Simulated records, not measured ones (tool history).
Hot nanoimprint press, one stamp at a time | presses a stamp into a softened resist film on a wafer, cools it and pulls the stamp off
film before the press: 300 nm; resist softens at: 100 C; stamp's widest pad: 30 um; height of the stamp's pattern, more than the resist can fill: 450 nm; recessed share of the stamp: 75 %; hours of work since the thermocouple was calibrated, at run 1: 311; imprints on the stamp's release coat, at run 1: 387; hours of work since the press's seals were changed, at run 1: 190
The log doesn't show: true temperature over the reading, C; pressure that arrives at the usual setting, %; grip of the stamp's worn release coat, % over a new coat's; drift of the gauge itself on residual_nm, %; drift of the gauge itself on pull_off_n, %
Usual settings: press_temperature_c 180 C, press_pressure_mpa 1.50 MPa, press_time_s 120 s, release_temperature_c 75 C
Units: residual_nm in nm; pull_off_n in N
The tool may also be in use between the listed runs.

run,hour,press_temperature_c,press_pressure_mpa,press_time_s,release_temperature_c,hours of work since the thermocouple was calibrated,imprints on the stamp's release coat,hours of work since the press's seals were changed,residual_nm,pull_off_n
1,0.0,180,1.50,120,75,311,387,190,117.4,220
2,13.8,180,1.50,120,75,320,457,199,119.0,232
3,21.0,180,1.50,120,75,324,492,203,118.1,228
4,28.5,180,1.50,120,75,329,530,208,118.8,231
5,38.4,180,1.50,120,82,335,580,214,118.9,193
6,45.3,180,1.50,120,75,340,614,219,118.8,237
7,58.4,180,1.50,120,75,348,680,227,118.5,244
8,66.0,180,1.50,120,75,353,718,232,119.5,242
9,74.4,180,1.50,120,75,358,761,237,119.1,232
10,81.9,180,1.50,120,75,363,798,242,119.4,252
11,95.6,180,1.50,120,75,372,867,251,119.3,258
12,106.0,180,1.50,120,75,379,919,257,118.8,253
# hour 113.0: plate thermocouple calibrated
13,120.9,186,0.99,120,75,5,979,265,126.6,263
14,132.5,180,1.03,120,80,12,1037,272,146.8,231
15,145.7,180,1.00,165,75,21,1103,281,134.2,272
16,155.3,188,1.37,122,80,27,1151,287,100.3,238
17,167.4,187,1.37,113,80,35,1213,295,107.1,255
# hour 172.6: plate thermocouple calibrated, once more
18,185.6,187,1.37,113,62,8,1288,304,100.7,353
# hour 192.5: stamp cleaned and given a new release coat
19,206.9,188,1.14,100,75,18,72,314,113.5,202
20,221.5,180,1.69,120,75,27,145,324,107.7,203
21,228.5,180,1.69,120,75,32,181,328,107.8,206

How the hidden state differs across the entries between the runs, from the last listed run before each to the first after it:
Between runs 12 and 13: plate thermocouple calibrated (hour 113.0)
  true temperature over the reading, C: -1.57 -> -2.07; pressure that arrives at the usual setting, %: 98.57 -> 98.53; grip of the stamp's worn release coat, % over a new coat's: 25.5 -> 27.2
  measured less the result without the state, residual_nm: +6.4 -> +7.7 nm; pull_off_n: +59 -> +66 N
Between runs 17 and 18: plate thermocouple calibrated, once more (hour 172.6)
  true temperature over the reading, C: -2.19 -> -0.21; pressure that arrives at the usual setting, %: 98.37 -> 98.33; grip of the stamp's worn release coat, % over a new coat's: 34 -> 36.3
  measured less the result without the state, residual_nm: +7.3 -> +1.5 nm; pull_off_n: +76 -> +94 N
Between runs 18 and 19: stamp cleaned and given a new release coat (hour 192.5)
  true temperature over the reading, C: -0.21 -> -0.25; pressure that arrives at the usual setting, %: 98.33 -> 98.27; grip of the stamp's worn release coat, % over a new coat's: 36.3 -> 1.9
  measured less the result without the state, residual_nm: +1.5 -> +1.6 nm; pull_off_n: +94 -> +5 N
